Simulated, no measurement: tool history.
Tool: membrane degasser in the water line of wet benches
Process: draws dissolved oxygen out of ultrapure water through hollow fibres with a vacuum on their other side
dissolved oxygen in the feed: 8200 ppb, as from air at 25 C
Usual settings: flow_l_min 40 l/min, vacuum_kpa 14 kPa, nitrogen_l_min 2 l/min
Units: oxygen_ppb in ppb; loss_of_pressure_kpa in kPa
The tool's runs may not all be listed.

| run | hour | flow_l_min | vacuum_kpa | nitrogen_l_min | oxygen_ppb | loss_of_pressure_kpa |
|---|---|---|---|---|---|---|
| 1 | 0 | 40 | 14 | 2 | 469.5 | 64.48 |
| 2 | 57.8 | 40 | 14 | 2 | 468 | 64.29 |
| 3 | 123.5 | 40 | 14 | 2 | 471.6 | 64.51 |
| 4 | 169.4 | 40 | 14 | 2 | 469 | 64.05 |
| 5 | 240.2 | 40 | 14 | 2 | 474.1 | 63.93 |
| 6 | 284.8 | 40 | 14 | 2 | 471.1 | 63.99 |
| 7 | 326.5 | 40 | 14 | 2 | 465.4 | 64.55 |
| 8 | 378.8 | 39 | 14 | 2 | 458.7 | 62.37 |
| 9 | 426.5 | 40 | 14 | 2 | 469.7 | 64.25 |
| 10 | 494.1 | 40 | 14 | 0.98 | 827.7 | 64.28 |
| 11 | 552.2 | 40 | 27.4 | 0.98 | 1666.6 | 64.05 |
| 12 | 618.3 | 40 | 14 | 2 | 473 | 64.47 |
| 13 | 696.4 | 40 | 14 | 1.05 | 783.3 | 64.18 |
| 14 | 750.4 | 40 | 14 | 1.05 | 790.2 | 64.19 |
| 15 | 835.9 | 40 | 14 | 1.05 | 785.6 | 64.63 |
| 16 | 922.3 | 40 | 9.5 | 2 | 282.1 | 64.88 |
| 17 | 971.2 | 40 | 9.5 | 2 | 286.5 | 64.15 |
| 18 | 1040.1 | 34 | 23.5 | 2 | 735.4 | 54.82 |
| 19 | 1100.1 | 43 | 10.9 | 1.45 | 475.5 | 69.48 |
| 20 | 1171.7 | 47 | 14 | 2 | 543.5 | 75.72 |
| 21 | 1207.9 | 40 | 12.2 | 2 | 395.6 | 64.65 |
| 22 | 1268.8 | 37 | 17.1 | 1.55 | 685.9 | 59.67 |
|  | 1276.8 | vacuum gauge calibrated |
| 23 | 1311.8 | 57 | 8.7 | 2 | 366.9 | 91.52 |
| 24 | 1362.4 | 57 | 8.7 | 2 | 365.1 | 91.87 |
| 25 | 1448.1 | 57 | 8.7 | 2 | 365.9 | 92.16 |
| 26 | 1527.4 | 57 | 8.7 | 2 | 365.4 | 92.41 |
| 27 | 1591.1 | 57 | 8.7 | 2 | 365 | 91.19 |
| 28 | 1639 | 37 | 14 | 1.31 | 631.2 | 60.33 |
| 29 | 1712.2 | 30 | 21.6 | 2 | 607.6 | 48.22 |
|  | 1767.9 | vacuum gauge calibrated, once more |
| 30 | 1767.9 | 30 | 21.6 | 2 | 597.1 | 48.68 |
| 31 | 1829.8 | 36 | 21.6 | 0.85 | 1335.5 | 58.23 |
| 32 | 1897.8 | 42 | 16.8 | 2.67 | 472.3 | 68.15 |
| 33 | 1937.8 | 28 | 12.6 | 0.96 | 553.4 | 45.33 |

Forecast each of these 3 alternatives for the next run:
| A | 1979 | 37 | 12.6 | 0.96 | ? | ? |
| B | 1979 | 32 | 14 | 2 | ? | ? |
| C | 1979 | 44 | 15.5 | 1.19 | ? | ? |

| run | oxygen_ppb | loss_of_pressure_kpa |
|---|---|---|
| A | 690.1 | 59.98 |
| B | 382.3 | 51.77 |
| C | 854.3 | 71.19 |
Without the tool's hidden state the same runs would have given:
| run | oxygen_ppb | loss_of_pressure_kpa |
|---|---|---|
| A | 688.8 | 59.26 |
| B | 379.6 | 51.15 |
| C | 852.4 | 70.34 |
